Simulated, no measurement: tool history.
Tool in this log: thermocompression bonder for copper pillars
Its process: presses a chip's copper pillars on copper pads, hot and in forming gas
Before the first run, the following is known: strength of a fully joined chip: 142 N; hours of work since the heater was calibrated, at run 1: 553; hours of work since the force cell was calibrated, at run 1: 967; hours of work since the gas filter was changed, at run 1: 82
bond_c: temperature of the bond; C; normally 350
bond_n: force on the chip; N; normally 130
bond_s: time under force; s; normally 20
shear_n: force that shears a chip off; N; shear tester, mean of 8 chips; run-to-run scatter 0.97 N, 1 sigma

| run | day | bond_c | bond_n | bond_s | hours of work since the heater was calibrated | hours of work since the force cell was calibrated | hours of work since the gas filter was changed | shear_n |
|---|---|---|---|---|---|---|---|---|
| 1 | 0.000 | 350 | 130 | 20 | 553 | 967 | 82 | 76.7 |
| 2 | 2.308 | 350 | 130 | 20 | 586 | 1000 | 116 | 77.2 |
| 3 | 4.633 | 350 | 130 | 20 | 619 | 1034 | 149 | 74.1 |
| 4 | 6.925 | 350 | 130 | 20 | 652 | 1067 | 182 | 74.2 |
| 5 | 8.221 | 320 | 130 | 20 | 671 | 1085 | 201 | 55.1 |
| 6 | 9.767 | 350 | 146 | 20 | 693 | 1108 | 223 | 78.2 |
|  | 10.154 | forming gas filter changed |
| 7 | 11.804 | 350 | 146 | 20 | 722 | 1137 | 24 | 83.0 |
| 8 | 14.146 | 350 | 130 | 27 | 756 | 1170 | 57 | 83.6 |
| 9 | 16.800 | 350 | 130 | 27 | 794 | 1208 | 96 | 83.0 |
| 10 | 18.462 | 350 | 130 | 20 | 818 | 1232 | 119 | 75.5 |
| 11 | 20.125 | 350 | 90 | 20 | 842 | 1256 | 143 | 59.6 |
| 12 | 21.783 | 335 | 95 | 45 | 865 | 1280 | 167 | 68.8 |
|  | 23.029 | force cell calibrated |
| 13 | 24.438 | 358 | 130 | 11 | 903 | 20 | 204 | 65.6 |
|  | 26.062 | forming gas filter changed |
| 14 | 26.646 | 350 | 125 | 37 | 934 | 52 | 8 | 93.7 |
| 15 | 28.008 | 349 | 179 | 43 | 954 | 71 | 28 | 109.3 |
| 16 | 31.042 | 350 | 175 | 36 | 997 | 115 | 72 | 104.7 |
| 17 | 33.300 | 350 | 94 | 31 | 1030 | 147 | 104 | 70.7 |
| 18 | 34.654 | 350 | 94 | 31 | 1049 | 167 | 124 | 72.1 |
| 19 | 36.579 | 350 | 94 | 31 | 1077 | 194 | 151 | 70.3 |
| 20 | 38.167 | 326 | 158 | 46 | 1100 | 217 | 174 | 87.1 |
| 21 | 39.504 | 326 | 158 | 46 | 1119 | 236 | 193 | 84.8 |
| 22 | 41.717 | 335 | 111 | 18 | 1151 | 268 | 225 | 54.0 |

What if the next run were any one of these 4? Each begins from the tool's condition after run 22:
|  | 41.912 | forming gas filter changed |
| A | 44.267 | 346 | 111 | 21 | 1187 | 305 | 34 | ? |
|  | 41.912 | forming gas filter changed |
| B | 44.267 | 350 | 178 | 20 | 1187 | 305 | 34 | ? |
|  | 41.912 | forming gas filter changed |
| C | 44.267 | 341 | 130 | 15 | 1187 | 305 | 34 | ? |
|  | 41.912 | forming gas filter changed |
| D | 44.267 | 357 | 132 | 15 | 1187 | 305 | 34 | ? |

| run | shear_n |
|---|---|
| A | 68.1 |
| B | 91.7 |
| C | 63.7 |
| D | 74.1 |
With the hidden condition removed and each run's random variation left untouched, the same runs would have given:
| run | shear_n |
|---|---|
| A | 75.1 |
| B | 99.3 |
| C | 70.6 |
| D | 81.1 |
